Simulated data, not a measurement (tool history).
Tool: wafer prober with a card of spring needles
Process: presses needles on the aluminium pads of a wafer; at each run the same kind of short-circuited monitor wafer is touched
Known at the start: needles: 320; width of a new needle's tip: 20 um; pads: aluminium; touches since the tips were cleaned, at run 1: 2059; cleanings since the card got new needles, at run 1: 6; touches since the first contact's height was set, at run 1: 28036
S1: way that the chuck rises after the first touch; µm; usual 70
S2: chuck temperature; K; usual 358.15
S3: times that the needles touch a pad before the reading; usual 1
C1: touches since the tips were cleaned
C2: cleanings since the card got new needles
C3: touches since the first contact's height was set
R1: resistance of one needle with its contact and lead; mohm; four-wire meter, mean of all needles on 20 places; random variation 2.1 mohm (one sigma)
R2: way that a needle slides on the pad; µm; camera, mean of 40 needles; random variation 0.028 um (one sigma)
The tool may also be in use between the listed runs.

Run 1, day 0: usual settings; C1 2059; C2 6; C3 28036. Result: R1 281 mohm, R2 13.64 µm.
Run 2, day 0.262: usual settings; C1 3070; C2 6; C3 29047. Result: R1 299 mohm, R2 13.7 µm.
At day 0.433: tips cleaned on abrasive film.
Run 3, day 0.529: usual settings; C1 379; C2 7; C3 30060. Result: R1 246 mohm, R2 13.61 µm.
Run 4, day 0.946: usual settings; C1 1981; C2 7; C3 31662. Result: R1 285 mohm, R2 13.66 µm.
Run 5, day 1.221: usual settings; C1 3045; C2 7; C3 32726. Result: R1 303 mohm, R2 13.66 µm.
At day 1.388: tips cleaned on abrasive film.
Run 6, day 1.546: usual settings; C1 623; C2 8; C3 33964. Result: R1 251 mohm, R2 13.67 µm.
Run 7, day 1.817: usual settings; C1 1662; C2 8; C3 35003. Result: R1 273 mohm, R2 13.65 µm.
Run 8, day 2.212: usual settings; C1 3183; C2 8; C3 36524. Result: R1 313 mohm, R2 13.63 µm.
At day 2.354: tips cleaned on abrasive film.
Run 9, day 2.571: usual settings; C1 836; C2 9; C3 37882. Result: R1 256 mohm, R2 13.6 µm.
Run 10, day 2.783: usual settings; C1 1667; C2 9; C3 38713. Result: R1 277 mohm, R2 13.61 µm.
Run 11, day 3.062: usual settings; C1 2733; C2 9; C3 39779. Result: R1 299 mohm, R2 13.59 µm.
Run 12, day 3.283: usual settings but S2 299.15 K; C1 3583; C2 9; C3 40629. Result: R1 307 mohm, R2 13.66 µm.
At day 3.317: tips cleaned on abrasive film.
Run 13, day 3.483: usual settings but S2 299.15 K; C1 642; C2 10; C3 41392. Result: R1 245 mohm, R2 13.58 µm.
Run 14, day 3.888: usual settings but S2 299.15 K; C1 2185; C2 10; C3 42935. Result: R1 281 mohm, R2 13.64 µm.
Run 15, day 4.083: usual settings but S1 62 µm; C1 2946; C2 10; C3 43696. Result: R1 323 mohm, R2 12.02 µm.
At day 4.3: tips cleaned on abrasive film.
Run 16, day 4.45: usual settings but S1 62 µm; C1 576; C2 11; C3 45089. Result: R1 258 mohm, R2 11.99 µm.
Run 17, day 4.738: usual settings but S1 62 µm; C1 1681; C2 11; C3 46194. Result: R1 292 mohm, R2 11.99 µm.
Run 18, day 5.062: usual settings but S1 77 µm, S2 303.15 K; C1 2932; C2 11; C3 47445. Result: R1 282 mohm, R2 14.98 µm.
Run 19, day 5.242: usual settings but S2 375.15 K, S3 2; C1 3631; C2 11; C3 48144. Result: R1 282 mohm, R2 13.6 µm.
At day 5.279: tips cleaned on abrasive film.
Run 20, day 5.471: usual settings but S1 62 µm, S2 330.15 K; C1 737; C2 12; C3 49002. Result: R1 264 mohm, R2 12.02 µm.
Run 21, day 5.788: usual settings but S1 58 µm, S2 378.15 K; C1 1954; C2 12; C3 50219. Result: R1 318 mohm, R2 11.18 µm.
Run 22, day 6.104: usual settings but S1 58 µm, S2 378.15 K; C1 3173; C2 12; C3 51438. Result: R1 349 mohm, R2 11.18 µm.
At day 6.233: tips cleaned on abrasive film.
Run 23, day 6.325: usual settings but S1 58 µm, S2 378.15 K; C1 356; C2 13; C3 52286. Result: R1 262 mohm, R2 11.17 µm.
Run 24, day 6.608: usual settings but S1 55 µm, S2 325.15 K; C1 1443; C2 13; C3 53373. Result: R1 299 mohm, R2 10.58 µm.
Run 25, day 7.004: usual settings but S1 56 µm, S2 325.15 K; C1 2960; C2 13; C3 54890. Result: R1 344 mohm, R2 10.8 µm.
At day 7.208: tips cleaned on abrasive film.
Run 26, day 7.242: usual settings; C1 123; C2 14; C3 55794. Result: R1 240 mohm, R2 13.53 µm.
Run 27, day 7.654: usual settings; C1 1706; C2 14; C3 57377. Result: R1 279 mohm, R2 13.58 µm.
Run 28, day 7.958: usual settings but S2 370.15 K; C1 2883; C2 14; C3 58554. Result: R1 308 mohm, R2 13.57 µm.
At day 8.175: tips cleaned on abrasive film.
Run 29, day 8.317: usual settings but S1 60 µm; C1 546; C2 15; C3 59913. Result: R1 254 mohm, R2 11.54 µm.
Run 30, day 8.738: usual settings but S1 60 µm; C1 2175; C2 15; C3 61542. Result: R1 310 mohm, R2 11.5 µm.
Run 31, day 9.038: usual settings but S1 60 µm; C1 3323; C2 15; C3 62690. Result: R1 345 mohm, R2 11.56 µm.
At day 9.15: tips cleaned on abrasive film.
Run 32, day 9.458: usual settings but S1 84 µm; C1 1174; C2 16; C3 64289. Result: R1 255 mohm, R2 16.21 µm.
Run 33, day 9.742: usual settings but S1 84 µm; C1 2275; C2 16; C3 65390. Result: R1 272 mohm, R2 16.23 µm.
Run 34, day 10.025: usual settings but S1 65 µm, S2 311.15 K; C1 3368; C2 16; C3 66483. Result: R1 323 mohm, R2 12.51 µm.

How the hidden state differs across the entries between the runs, from the last listed run before each to the first after it:
Between runs 2 and 3: tips cleaned on abrasive film (day 0.433)
  debris on the tips, nm: 87.2 -> 23; way that the needles fall short of the set height, um: 0.57 -> 0.66; tips' diameter, um: 20.2 -> 20.23
  measured less the result without the state, R1: +73 -> +20 mohm; R2: -0.11 -> -0.13 µm
Between runs 5 and 6: tips cleaned on abrasive film (day 1.388)
  debris on the tips, nm: 89.6 -> 30; way that the needles fall short of the set height, um: 0.66 -> 0.75; tips' diameter, um: 20.23 -> 20.26
  measured less the result without the state, R1: +76 -> +26 mohm; R2: -0.13 -> -0.15 µm
Between runs 8 and 9: tips cleaned on abrasive film (day 2.354)
  debris on the tips, nm: 92.4 -> 37.3; way that the needles fall short of the set height, um: 0.75 -> 0.84; tips' diameter, um: 20.26 -> 20.29
  measured less the result without the state, R1: +81 -> +32 mohm; R2: -0.15 -> -0.17 µm
Between runs 12 and 13: tips cleaned on abrasive film (day 3.317)
  debris on the tips, nm: 101.7 -> 34; way that the needles fall short of the set height, um: 0.84 -> 0.92; tips' diameter, um: 20.29 -> 20.32
  measured less the result without the state, R1: +96 -> +33 mohm; R2: -0.17 -> -0.18 µm
Between runs 15 and 16: tips cleaned on abrasive film (day 4.3)
  debris on the tips, nm: 90.2 -> 27.1; way that the needles fall short of the set height, um: 0.92 -> 1.03; tips' diameter, um: 20.32 -> 20.36
  measured less the result without the state, R1: +96 -> +30 mohm; R2: -0.18 -> -0.2 µm
Between runs 19 and 20: tips cleaned on abrasive film (day 5.279)
  debris on the tips, nm: 100.3 -> 35.1; way that the needles fall short of the set height, um: 1.03 -> 1.12; tips' diameter, um: 20.36 -> 20.39
  measured less the result without the state, R1: +51 -> +41 mohm; R2: -0.2 -> -0.22 µm
Between runs 22 and 23: tips cleaned on abrasive film (day 6.233)
  debris on the tips, nm: 94.1 -> 21.4; way that the needles fall short of the set height, um: 1.12 -> 1.19; tips' diameter, um: 20.39 -> 20.42
  measured less the result without the state, R1: +113 -> +26 mohm; R2: -0.22 -> -0.23 µm
Between runs 25 and 26: tips cleaned on abrasive film (day 7.208)
  debris on the tips, nm: 90.1 -> 16; way that the needles fall short of the set height, um: 1.19 -> 1.28; tips' diameter, um: 20.42 -> 20.45
  measured less the result without the state, R1: +125 -> +15 mohm; R2: -0.23 -> -0.26 µm
Between runs 28 and 29: tips cleaned on abrasive film (day 8.175)
  debris on the tips, nm: 87.3 -> 24.9; way that the needles fall short of the set height, um: 1.28 -> 1.39; tips' diameter, um: 20.45 -> 20.49
  measured less the result without the state, R1: +76 -> +30 mohm; R2: -0.26 -> -0.27 µm
Between runs 31 and 32: tips cleaned on abrasive film (day 9.15)
  debris on the tips, nm: 94.1 -> 47.1; way that the needles fall short of the set height, um: 1.39 -> 1.5; tips' diameter, um: 20.49 -> 20.52
  measured less the result without the state, R1: +113 -> +31 mohm; R2: -0.27 -> -0.3 µm
